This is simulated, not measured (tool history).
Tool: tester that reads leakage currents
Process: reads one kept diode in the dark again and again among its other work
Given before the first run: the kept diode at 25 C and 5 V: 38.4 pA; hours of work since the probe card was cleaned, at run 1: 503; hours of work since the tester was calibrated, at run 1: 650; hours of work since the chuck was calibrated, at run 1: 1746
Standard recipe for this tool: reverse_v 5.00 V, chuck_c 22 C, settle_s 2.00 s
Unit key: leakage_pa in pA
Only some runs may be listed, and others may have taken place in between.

run,day,reverse_v,chuck_c,settle_s,hours of work since the probe card was cleaned,hours of work since the tester was calibrated,hours of work since the chuck was calibrated,leakage_pa
1,0.000,5.00,22,2.00,503,650,1746,35.44
2,1.350,5.00,27,2.00,516,663,1759,55.63
3,2.733,5.00,27,2.00,530,676,1772,55.47
4,3.871,5.00,27,2.00,541,688,1783,55.39
5,4.454,5.00,22,8.93,546,693,1789,35.01
6,5.662,5.00,22,8.93,558,705,1801,35.13
7,6.996,5.00,22,2.00,571,718,1814,35.35
8,7.817,5.00,22,2.00,579,726,1822,35.58
9,8.804,5.00,44,2.00,589,736,1831,245.85
# day 8.967: tester calibrated
10,10.200,5.00,22,3.60,602,12,1844,35.62
11,11.229,3.50,27,1.83,612,22,1854,48.11
12,12.017,5.00,23,4.64,619,30,1862,39.00
13,13.421,1.67,23,0.40,633,43,1876,24.95
14,14.400,1.67,23,0.40,643,53,1885,24.95
15,15.471,1.67,23,0.40,653,63,1896,25.06
16,16.471,11.29,25,7.63,663,73,1905,67.84
# day 17.004: tester calibrated, once more
17,17.125,11.29,25,7.63,668,1,1911,67.36
18,18.196,3.10,30,2.81,679,12,1921,60.08
# day 18.854: chuck's temperature calibrated
19,18.908,5.00,23,2.00,685,18,1,34.87

Below are 5 alternative next runs, each starting from the tool's condition after run 19. Predict each:
A,19.850,5.00,22,0.97,694,27,10,?
B,19.850,5.71,34,8.12,694,27,10,?
C,19.850,2.00,22,0.45,694,27,10,?
D,19.850,13.81,37,0.58,694,27,10,?
E,19.850,11.44,35,3.00,694,27,10,?

run,leakage_pa
A,32.53
B,98.55
C,21.84
D,190.64
E,144.91
With the hidden condition removed and each run's random variation left untouched, the same runs would have given:
run,leakage_pa
A,29.93
B,94.60
C,20.65
D,182.01
E,137.90
